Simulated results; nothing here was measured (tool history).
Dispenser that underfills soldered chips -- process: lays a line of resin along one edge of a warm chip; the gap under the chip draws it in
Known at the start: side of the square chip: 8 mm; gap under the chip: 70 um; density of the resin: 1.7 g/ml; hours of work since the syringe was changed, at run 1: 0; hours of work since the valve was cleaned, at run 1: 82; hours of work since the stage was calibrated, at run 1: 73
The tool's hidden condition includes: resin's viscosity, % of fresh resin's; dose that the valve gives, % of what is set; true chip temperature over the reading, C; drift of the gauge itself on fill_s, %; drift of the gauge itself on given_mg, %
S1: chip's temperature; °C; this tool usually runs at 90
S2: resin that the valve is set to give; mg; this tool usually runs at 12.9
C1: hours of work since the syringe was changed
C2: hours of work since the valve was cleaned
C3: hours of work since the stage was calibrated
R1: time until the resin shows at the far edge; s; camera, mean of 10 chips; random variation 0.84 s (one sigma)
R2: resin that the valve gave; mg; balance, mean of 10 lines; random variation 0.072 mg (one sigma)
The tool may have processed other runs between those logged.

| run | hour | S1 | S2 | C1 | C2 | C3 | R1 | R2 |
|---|---|---|---|---|---|---|---|---|
| 1 | 0.0 | 90 | 12.9 | 0 | 82 | 73 | 82.4 | 12.05 |
| 2 | 4.2 | 90 | 12.9 | 3 | 84 | 75 | 94.0 | 12.00 |
| 3 | 6.4 | 90 | 13.0 | 4 | 86 | 77 | 98.7 | 12.06 |
| 4 | 11.3 | 90 | 13.0 | 7 | 89 | 80 | 108.7 | 12.10 |
| 5 | 14.0 | 78 | 13.0 | 9 | 90 | 81 | 185.5 | 12.14 |
| 6 | 16.7 | 95 | 14.3 | 10 | 92 | 83 | 105.7 | 13.24 |
|  | 19.5 | new syringe of resin |
| 7 | 19.8 | 95 | 14.3 | 0 | 94 | 85 | 68.8 | 13.30 |
| 8 | 22.6 | 90 | 12.4 | 2 | 95 | 86 | 88.4 | 11.44 |
| 9 | 26.3 | 85 | 15.2 | 4 | 97 | 89 | 115.2 | 13.94 |
| 10 | 28.4 | 91 | 13.8 | 5 | 99 | 90 | 97.3 | 12.58 |

Forecast each of these 5 alternatives for the next run:
| A | 30.7 | 94 | 15.1 | 7 | 100 | 91 | ? | ? |
| B | 30.7 | 90 | 13.6 | 7 | 100 | 91 | ? | ? |
| C | 30.7 | 85 | 16.4 | 7 | 100 | 91 | ? | ? |
| D | 30.7 | 92 | 12.9 | 7 | 100 | 91 | ? | ? |
| E | 30.7 | 91 | 14.7 | 7 | 100 | 91 | ? | ? |

| run | R1 | R2 |
|---|---|---|
| A | 93.4 | 13.80 |
| B | 107.3 | 12.46 |
| C | 126.2 | 14.88 |
| D | 102.1 | 11.85 |
| E | 102.8 | 13.38 |
Without the tool's hidden state the same runs would have given:
| run | R1 | R2 |
|---|---|---|
| A | 68.4 | 15.07 |
| B | 78.2 | 13.60 |
| C | 92.4 | 16.26 |
| D | 74.4 | 12.95 |
| E | 75.1 | 14.61 |
